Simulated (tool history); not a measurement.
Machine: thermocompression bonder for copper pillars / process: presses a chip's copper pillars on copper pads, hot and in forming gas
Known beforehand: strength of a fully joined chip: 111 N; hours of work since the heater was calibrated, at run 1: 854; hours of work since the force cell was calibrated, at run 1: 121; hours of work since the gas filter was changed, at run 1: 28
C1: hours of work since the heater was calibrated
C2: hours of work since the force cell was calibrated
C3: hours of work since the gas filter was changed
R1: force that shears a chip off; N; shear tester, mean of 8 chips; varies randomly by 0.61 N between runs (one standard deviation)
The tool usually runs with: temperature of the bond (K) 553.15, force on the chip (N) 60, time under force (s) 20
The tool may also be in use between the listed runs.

{"run": 1, "hour": 0.0, "temperature of the bond (K)": 553.15, "force on the chip (N)": 60, "time under force (s)": 20, "C1": 854, "C2": 121, "C3": 28, "R1": 85.8}
{"run": 2, "hour": 5.1, "temperature of the bond (K)": 582.15, "force on the chip (N)": 60, "time under force (s)": 20, "C1": 857, "C2": 123, "C3": 30, "R1": 97.9}
{"run": 3, "hour": 13.3, "temperature of the bond (K)": 582.15, "force on the chip (N)": 60, "time under force (s)": 20, "C1": 860, "C2": 127, "C3": 34, "R1": 97.1}
{"run": 4, "hour": 18.9, "temperature of the bond (K)": 582.15, "force on the chip (N)": 60, "time under force (s)": 20, "C1": 863, "C2": 129, "C3": 36, "R1": 99.4}
{"run": 5, "hour": 26.4, "temperature of the bond (K)": 582.15, "force on the chip (N)": 60, "time under force (s)": 20, "C1": 866, "C2": 132, "C3": 40, "R1": 97.2}
{"run": 6, "hour": 31.7, "temperature of the bond (K)": 582.15, "force on the chip (N)": 60, "time under force (s)": 20, "C1": 868, "C2": 135, "C3": 42, "R1": 98.2}
{"run": 7, "hour": 37.1, "temperature of the bond (K)": 582.15, "force on the chip (N)": 60, "time under force (s)": 20, "C1": 871, "C2": 137, "C3": 44, "R1": 98.1}
{"run": 8, "hour": 44.0, "temperature of the bond (K)": 553.15, "force on the chip (N)": 60, "time under force (s)": 20, "C1": 874, "C2": 140, "C3": 47, "R1": 84.3}
{"run": 9, "hour": 48.3, "temperature of the bond (K)": 553.15, "force on the chip (N)": 60, "time under force (s)": 20, "C1": 876, "C2": 142, "C3": 49, "R1": 85.8}
{"run": 10, "hour": 53.3, "temperature of the bond (K)": 543.15, "force on the chip (N)": 60, "time under force (s)": 20, "C1": 878, "C2": 144, "C3": 51, "R1": 80.3}
{"run": 11, "hour": 59.7, "temperature of the bond (K)": 543.15, "force on the chip (N)": 60, "time under force (s)": 20, "C1": 881, "C2": 147, "C3": 54, "R1": 79.2}
{"run": 12, "hour": 67.7, "temperature of the bond (K)": 553.15, "force on the chip (N)": 77, "time under force (s)": 20, "C1": 884, "C2": 150, "C3": 58, "R1": 94.2}
{"run": 13, "hour": 74.9, "temperature of the bond (K)": 553.15, "force on the chip (N)": 60, "time under force (s)": 20, "C1": 887, "C2": 154, "C3": 61, "R1": 85.8}
{"run": 14, "hour": 82.1, "temperature of the bond (K)": 553.15, "force on the chip (N)": 41, "time under force (s)": 20, "C1": 890, "C2": 157, "C3": 64, "R1": 69.4}
{"run": 15, "hour": 90.9, "temperature of the bond (K)": 553.15, "force on the chip (N)": 41, "time under force (s)": 20, "C1": 894, "C2": 161, "C3": 68, "R1": 68.8}
{"run": 16, "hour": 96.8, "temperature of the bond (K)": 553.15, "force on the chip (N)": 41, "time under force (s)": 42, "C1": 897, "C2": 163, "C3": 70, "R1": 83.5}
{"hour": 98.8, "done": "force cell calibrated"}
{"run": 17, "hour": 107.5, "temperature of the bond (K)": 551.15, "force on the chip (N)": 60, "time under force (s)": 20, "C1": 901, "C2": 4, "C3": 74, "R1": 84.2}
{"run": 18, "hour": 114.0, "temperature of the bond (K)": 551.15, "force on the chip (N)": 60, "time under force (s)": 20, "C1": 904, "C2": 7, "C3": 77, "R1": 83.8}
{"run": 19, "hour": 119.5, "temperature of the bond (K)": 551.15, "force on the chip (N)": 60, "time under force (s)": 20, "C1": 906, "C2": 9, "C3": 80, "R1": 84.2}
{"hour": 122.5, "done": "force cell calibrated, once more"}
{"run": 20, "hour": 126.4, "temperature of the bond (K)": 553.15, "force on the chip (N)": 50, "time under force (s)": 20, "C1": 908, "C2": 2, "C3": 82, "R1": 76.6}
{"run": 21, "hour": 133.5, "temperature of the bond (K)": 553.15, "force on the chip (N)": 50, "time under force (s)": 20, "C1": 912, "C2": 5, "C3": 85, "R1": 77.1}
{"run": 22, "hour": 140.3, "temperature of the bond (K)": 532.15, "force on the chip (N)": 60, "time under force (s)": 12, "C1": 915, "C2": 8, "C3": 88, "R1": 62.6}
{"run": 23, "hour": 145.9, "temperature of the bond (K)": 539.15, "force on the chip (N)": 44, "time under force (s)": 19, "C1": 917, "C2": 10, "C3": 91, "R1": 62.9}
{"run": 24, "hour": 152.7, "temperature of the bond (K)": 567.15, "force on the chip (N)": 57, "time under force (s)": 16, "C1": 920, "C2": 13, "C3": 94, "R1": 87.5}
{"run": 25, "hour": 160.7, "temperature of the bond (K)": 567.15, "force on the chip (N)": 57, "time under force (s)": 16, "C1": 924, "C2": 17, "C3": 97, "R1": 86.0}
{"run": 26, "hour": 165.4, "temperature of the bond (K)": 552.15, "force on the chip (N)": 46, "time under force (s)": 16, "C1": 926, "C2": 19, "C3": 99, "R1": 68.4}
{"run": 27, "hour": 170.3, "temperature of the bond (K)": 539.15, "force on the chip (N)": 39, "time under force (s)": 28, "C1": 928, "C2": 21, "C3": 101, "R1": 64.6}
{"run": 28, "hour": 178.0, "temperature of the bond (K)": 529.15, "force on the chip (N)": 37, "time under force (s)": 23, "C1": 931, "C2": 24, "C3": 105, "R1": 52.5}
{"run": 29, "hour": 184.9, "temperature of the bond (K)": 529.15, "force on the chip (N)": 37, "time under force (s)": 23, "C1": 934, "C2": 27, "C3": 108, "R1": 51.6}
{"run": 30, "hour": 192.0, "temperature of the bond (K)": 529.15, "force on the chip (N)": 37, "time under force (s)": 23, "C1": 937, "C2": 31, "C3": 111, "R1": 52.4}
{"run": 31, "hour": 201.6, "temperature of the bond (K)": 540.15, "force on the chip (N)": 89, "time under force (s)": 22, "C1": 942, "C2": 35, "C3": 115, "R1": 95.2}
{"run": 32, "hour": 208.3, "temperature of the bond (K)": 551.15, "force on the chip (N)": 77, "time under force (s)": 29, "C1": 944, "C2": 38, "C3": 118, "R1": 98.0}
{"run": 33, "hour": 214.4, "temperature of the bond (K)": 567.15, "force on the chip (N)": 49, "time under force (s)": 20, "C1": 947, "C2": 40, "C3": 121, "R1": 85.2}
{"run": 34, "hour": 220.3, "temperature of the bond (K)": 536.15, "force on the chip (N)": 40, "time under force (s)": 46, "C1": 950, "C2": 43, "C3": 123, "R1": 74.5}
{"run": 35, "hour": 228.4, "temperature of the bond (K)": 536.15, "force on the chip (N)": 40, "time under force (s)": 46, "C1": 953, "C2": 46, "C3": 127, "R1": 74.5}
{"run": 36, "hour": 233.7, "temperature of the bond (K)": 563.15, "force on the chip (N)": 51, "time under force (s)": 51, "C1": 956, "C2": 49, "C3": 129, "R1": 97.9}
{"run": 37, "hour": 238.1, "temperature of the bond (K)": 563.15, "force on the chip (N)": 51, "time under force (s)": 51, "C1": 958, "C2": 51, "C3": 131, "R1": 99.7}
{"run": 38, "hour": 246.3, "temperature of the bond (K)": 528.15, "force on the chip (N)": 56, "time under force (s)": 31, "C1": 961, "C2": 54, "C3": 135, "R1": 76.1}
{"run": 39, "hour": 255.1, "temperature of the bond (K)": 528.15, "force on the chip (N)": 56, "time under force (s)": 31, "C1": 965, "C2": 58, "C3": 139, "R1": 77.2}

4 options for the next run, each taken on its own from the tool as it stands now. Forecast them:
{"run": "A", "hour": 260.4, "temperature of the bond (K)": 528.15, "force on the chip (N)": 56, "time under force (s)": 46, "C1": 967, "C2": 61, "C3": 141, "R1": "?"}
{"run": "B", "hour": 260.4, "temperature of the bond (K)": 553.15, "force on the chip (N)": 62, "time under force (s)": 41, "C1": 967, "C2": 61, "C3": 141, "R1": "?"}
{"run": "C", "hour": 260.4, "temperature of the bond (K)": 554.15, "force on the chip (N)": 60, "time under force (s)": 20, "C1": 967, "C2": 61, "C3": 141, "R1": "?"}
{"run": "D", "hour": 260.4, "temperature of the bond (K)": 553.15, "force on the chip (N)": 39, "time under force (s)": 20, "C1": 967, "C2": 61, "C3": 141, "R1": "?"}

run=A R1=84.5
run=B R1=97.3
run=C R1=86.6
run=D R1=66.7
Without the tool's hidden state the same runs would have given:
run=A R1=80.3
run=B R1=95.1
run=C R1=83.0
run=D R1=62.5

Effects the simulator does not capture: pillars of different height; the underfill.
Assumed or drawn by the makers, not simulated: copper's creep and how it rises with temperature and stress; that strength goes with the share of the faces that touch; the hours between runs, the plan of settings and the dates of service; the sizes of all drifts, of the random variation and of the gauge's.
